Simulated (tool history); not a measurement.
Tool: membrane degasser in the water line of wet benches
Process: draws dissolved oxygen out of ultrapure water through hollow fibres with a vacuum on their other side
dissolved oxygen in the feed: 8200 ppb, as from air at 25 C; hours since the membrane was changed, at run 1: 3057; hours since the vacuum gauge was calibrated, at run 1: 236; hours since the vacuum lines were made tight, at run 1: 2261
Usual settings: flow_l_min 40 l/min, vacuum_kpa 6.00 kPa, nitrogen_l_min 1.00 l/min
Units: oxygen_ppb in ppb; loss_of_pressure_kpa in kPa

run   hour  flow_l_min  vacuum_kpa  nitrogen_l_min  hours since the membrane was changed  hours since the vacuum gauge was calibrated  hours since the vacuum lines were made tight  oxygen_ppb  loss_of_pressure_kpa
  1    0.0          40        6.00            1.00                                  3057                                          236                                          2261       324.3                 40.05
  2   76.3          40        9.08            1.00                                  3133                                          312                                          2337       553.2                 40.16
  3  120.3          40        6.00            1.00                                  3177                                          356                                          2381       319.5                 40.57
  4  175.8          40        6.00            1.00                                  3232                                          412                                          2436       325.2                 40.40
  5  249.0          40        6.00            1.00                                  3306                                          485                                          2510       322.8                 40.58
  6  329.5          40        6.00            1.00                                  3386                                          565                                          2590       328.4                 40.29
  7  390.3          40        6.00            1.00                                  3447                                          626                                          2651       326.0                 40.38
  8  427.7          40        6.00            1.00                                  3484                                          664                                          2688       326.9                 40.41
  9  476.9          40        3.82            1.40                                  3533                                          713                                          2738       152.3                 40.28
 10  532.8          40        3.82            1.40                                  3589                                          769                                          2794       151.0                 40.26
 11  605.8          40        3.82            1.40                                  3662                                          842                                          2866       151.4                 40.65
 12  650.8          37        5.83            1.00                                  3707                                          887                                          2911       288.4                 37.47
 13  710.2          26        9.88            1.46                                  3767                                          946                                          2971       287.2                 26.12
 14  784.6          40        4.38            0.58                                  3841                                         1020                                          3045       247.0                 40.68
 15  844.7          59        8.18            0.48                                  3901                                         1080                                          3105      1079.4                 59.78
 16  887.5          41        6.00            1.00                                  3944                                         1123                                          3148       342.4                 41.83

Forecast each of these 3 alternatives for the next run:
  A  927.2          40        3.97            1.00                                  3984                                         1163                                          3188           ?                     ?
  B  927.2          39        9.20            0.47                                  3984                                         1163                                          3188           ?                     ?
  C  927.2          40        5.88            0.59                                  3984                                         1163                                          3188           ?                     ?

run  oxygen_ppb  loss_of_pressure_kpa
  A       172.9                 40.41
  B       873.5                 39.88
  C       418.3                 40.42
Without the tool's hidden state the same runs would have given:
run  oxygen_ppb  loss_of_pressure_kpa
  A       164.1                 39.74
  B       868.2                 39.22
  C       410.2                 39.75

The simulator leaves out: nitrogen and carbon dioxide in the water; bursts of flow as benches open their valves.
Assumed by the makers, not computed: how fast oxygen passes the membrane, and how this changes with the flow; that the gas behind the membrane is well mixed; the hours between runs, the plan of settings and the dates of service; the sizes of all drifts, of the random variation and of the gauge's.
